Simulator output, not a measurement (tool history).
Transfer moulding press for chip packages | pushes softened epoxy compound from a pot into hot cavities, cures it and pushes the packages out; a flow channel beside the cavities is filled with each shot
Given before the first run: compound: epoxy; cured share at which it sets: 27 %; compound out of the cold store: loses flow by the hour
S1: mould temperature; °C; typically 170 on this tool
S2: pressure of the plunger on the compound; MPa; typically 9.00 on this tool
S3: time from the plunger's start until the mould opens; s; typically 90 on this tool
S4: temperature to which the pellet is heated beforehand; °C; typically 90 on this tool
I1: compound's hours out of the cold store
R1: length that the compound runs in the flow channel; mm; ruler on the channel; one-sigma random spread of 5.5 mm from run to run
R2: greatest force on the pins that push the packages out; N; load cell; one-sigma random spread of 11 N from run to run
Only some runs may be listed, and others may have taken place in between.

run	hour	S1	S2	S3	S4	I1	R1	R2
1	0.0	170	9.00	90	90	16.3	650	561
2	35.0	170	9.00	90	90	44.4	558	779
3	84.5	170	9.00	90	90	32.1	583	1012
# hour 104.0: cavities cleaned with cleaning compound and waxed
4	116.9	170	9.00	90	90	33.1	581	619
5	168.3	170	9.00	90	90	39.3	558	889
# hour 210.7: cavities cleaned with cleaning compound and waxed
6	236.2	164	9.00	90	90	17.9	621	1125
7	301.5	164	9.00	90	90	41.6	528	1430
# hour 317.8: cavities cleaned with cleaning compound and waxed
8	336.9	164	9.00	90	90	39.9	537	983
# hour 360.0: mould's thermocouples calibrated
9	379.0	164	9.00	90	90	25.6	576	1406
# hour 423.6: cavities cleaned with cleaning compound and waxed
# hour 434.6: plunger's sealing rings changed
10	450.2	164	9.00	90	90	21.9	669	1191
11	514.7	164	9.00	90	90	37.9	589	1469
# hour 528.6: cavities cleaned with cleaning compound and waxed
12	567.5	164	9.00	90	90	33.0	613	1214
13	619.7	170	9.63	90	90	33.6	595	997
# hour 630.6: cavities cleaned with cleaning compound and waxed
14	653.9	170	9.63	90	90	25.5	629	710
15	701.5	170	9.63	112	88	9.6	680	738
# hour 733.1: cavities cleaned with cleaning compound and waxed
16	756.1	170	9.13	111	88	29.9	582	544
17	824.6	167	8.96	119	82	44.1	535	790
# hour 837.3: cavities cleaned with cleaning compound and waxed
18	896.4	176	9.00	90	82	40.9	514	698
# hour 941.2: cavities cleaned with cleaning compound and waxed
19	958.0	176	9.00	90	82	22.7	578	540
# hour 1010.4: plunger's sealing rings changed
20	1022.0	174	7.49	110	82	20.2	589	745
# hour 1048.0: mould's thermocouples calibrated
# hour 1049.5: cavities cleaned with cleaning compound and waxed
21	1070.3	173	9.00	103	90	38.2	573	511
22	1125.6	169	7.39	73	84	40.2	519	1639
# hour 1153.5: cavities cleaned with cleaning compound and waxed
23	1160.6	170	10.66	90	89	10.1	737	624
24	1233.7	175	7.31	90	90	16.5	568	785
# hour 1256.7: cavities cleaned with cleaning compound and waxed
25	1299.9	175	7.31	90	90	42.1	488	664
# hour 1360.9: cavities cleaned with cleaning compound and waxed
26	1369.4	170	7.43	97	90	47.1	479	509
27	1428.2	170	7.43	97	90	27.4	524	788

Forecast each of these 3 alternatives for the next run:
# hour 1462.8: cavities cleaned with cleaning compound and waxed
A	1491.2	170	7.43	97	85	40.0	?	?
# hour 1462.8: cavities cleaned with cleaning compound and waxed
B	1491.2	170	9.00	90	90	42.9	?	?
# hour 1462.8: cavities cleaned with cleaning compound and waxed
C	1491.2	173	7.43	94	80	42.3	?	?

run	R1	R2
A	480	701
B	524	722
C	479	599
Without the tool's unlogged condition, the same runs would have read:
run	R1	R2
A	530	492
B	578	507
C	528	415

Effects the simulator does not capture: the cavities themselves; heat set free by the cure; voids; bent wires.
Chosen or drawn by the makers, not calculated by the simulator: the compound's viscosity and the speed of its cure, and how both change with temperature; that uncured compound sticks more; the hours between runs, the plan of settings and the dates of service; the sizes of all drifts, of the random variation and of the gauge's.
